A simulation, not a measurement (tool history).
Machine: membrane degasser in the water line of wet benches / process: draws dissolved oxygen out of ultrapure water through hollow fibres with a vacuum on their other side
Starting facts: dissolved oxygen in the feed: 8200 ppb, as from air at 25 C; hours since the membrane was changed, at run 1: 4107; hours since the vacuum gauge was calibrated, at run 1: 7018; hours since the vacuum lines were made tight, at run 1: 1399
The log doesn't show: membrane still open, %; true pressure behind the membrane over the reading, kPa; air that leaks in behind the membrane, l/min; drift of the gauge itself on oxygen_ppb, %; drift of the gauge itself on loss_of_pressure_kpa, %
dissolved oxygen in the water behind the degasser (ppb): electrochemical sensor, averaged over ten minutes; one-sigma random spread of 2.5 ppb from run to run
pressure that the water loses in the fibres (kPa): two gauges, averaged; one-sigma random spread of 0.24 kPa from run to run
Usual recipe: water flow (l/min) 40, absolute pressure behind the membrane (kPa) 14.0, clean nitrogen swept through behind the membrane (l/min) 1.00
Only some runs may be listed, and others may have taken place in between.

| run | hour | water flow (l/min) | absolute pressure behind the membrane (kPa) | clean nitrogen swept through behind the membrane (l/min) | hours since the membrane was changed | hours since the vacuum gauge was calibrated | hours since the vacuum lines were made tight | dissolved oxygen in the water behind the degasser (ppb) | pressure that the water loses in the fibres (kPa) |
|---|---|---|---|---|---|---|---|---|---|
| 1 | 0.0 | 40 | 14.0 | 1.00 | 4107 | 7018 | 1399 | 846.2 | 63.37 |
| 2 | 173.8 | 39 | 14.0 | 1.00 | 4281 | 7192 | 1573 | 830.0 | 62.10 |
| 3 | 319.7 | 39 | 14.0 | 1.00 | 4427 | 7338 | 1719 | 830.4 | 62.01 |
| 4 | 615.1 | 24 | 14.0 | 1.00 | 4723 | 7633 | 2014 | 566.7 | 38.73 |
| 5 | 844.2 | 24 | 14.0 | 1.00 | 4952 | 7863 | 2243 | 569.5 | 38.69 |
| 6 | 991.0 | 40 | 14.0 | 1.00 | 5098 | 8009 | 2390 | 850.3 | 64.70 |
| 7 | 1299.9 | 40 | 14.0 | 1.00 | 5407 | 8318 | 2699 | 849.4 | 64.37 |
|  | 1475.2 | vacuum gauge calibrated |
| 8 | 1478.7 | 40 | 14.0 | 0.44 | 5586 | 3 | 2877 | 1519.6 | 64.35 |
| 9 | 1732.7 | 32 | 14.0 | 0.44 | 5840 | 257 | 3131 | 1331.6 | 52.01 |
| 10 | 1986.9 | 40 | 14.0 | 1.00 | 6094 | 512 | 3386 | 889.3 | 65.03 |
| 11 | 2154.4 | 51 | 13.8 | 2.68 | 6261 | 679 | 3553 | 488.8 | 83.00 |
| 12 | 2468.8 | 51 | 13.8 | 2.68 | 6576 | 994 | 3867 | 491.7 | 82.76 |
|  | 2555.1 | vacuum gauge calibrated, once more |
| 13 | 2703.8 | 45 | 9.8 | 0.43 | 6810 | 149 | 4102 | 967.5 | 73.40 |
| 14 | 2978.6 | 54 | 16.8 | 1.70 | 7085 | 423 | 4377 | 834.7 | 88.69 |
| 15 | 3290.2 | 26 | 9.0 | 0.49 | 7397 | 735 | 4688 | 555.5 | 42.56 |
| 16 | 3445.4 | 42 | 10.5 | 1.00 | 7552 | 890 | 4844 | 585.4 | 69.76 |
| 17 | 3755.0 | 42 | 10.5 | 1.00 | 7861 | 1200 | 5153 | 584.0 | 69.44 |
| 18 | 3911.0 | 50 | 11.7 | 1.00 | 8017 | 1356 | 5309 | 771.6 | 82.93 |
| 19 | 4091.5 | 50 | 15.9 | 1.00 | 8198 | 1536 | 5490 | 1099.4 | 83.16 |
| 20 | 4251.0 | 25 | 17.8 | 2.21 | 8357 | 1696 | 5649 | 381.3 | 41.89 |

Alternative continuations, all from the tool just after run 20; predict every row:
| A | 4568.9 | 25 | 20.6 | 2.21 | 8675 | 2014 | 5967 | ? | ? |
| B | 4568.9 | 25 | 15.3 | 2.05 | 8675 | 2014 | 5967 | ? | ? |
| C | 4568.9 | 36 | 14.0 | 0.48 | 8675 | 2014 | 5967 | ? | ? |

| run | dissolved oxygen in the water behind the degasser (ppb) | pressure that the water loses in the fibres (kPa) |
|---|---|---|
| A | 449.4 | 42.03 |
| B | 343.7 | 41.49 |
| C | 1248.2 | 60.12 |
Stripped of hidden state, with their random variation kept, the same runs would have yielded:
| run | dissolved oxygen in the water behind the degasser (ppb) | pressure that the water loses in the fibres (kPa) |
|---|---|---|
| A | 437.7 | 38.12 |
| B | 333.2 | 37.60 |
| C | 1234.1 | 54.49 |

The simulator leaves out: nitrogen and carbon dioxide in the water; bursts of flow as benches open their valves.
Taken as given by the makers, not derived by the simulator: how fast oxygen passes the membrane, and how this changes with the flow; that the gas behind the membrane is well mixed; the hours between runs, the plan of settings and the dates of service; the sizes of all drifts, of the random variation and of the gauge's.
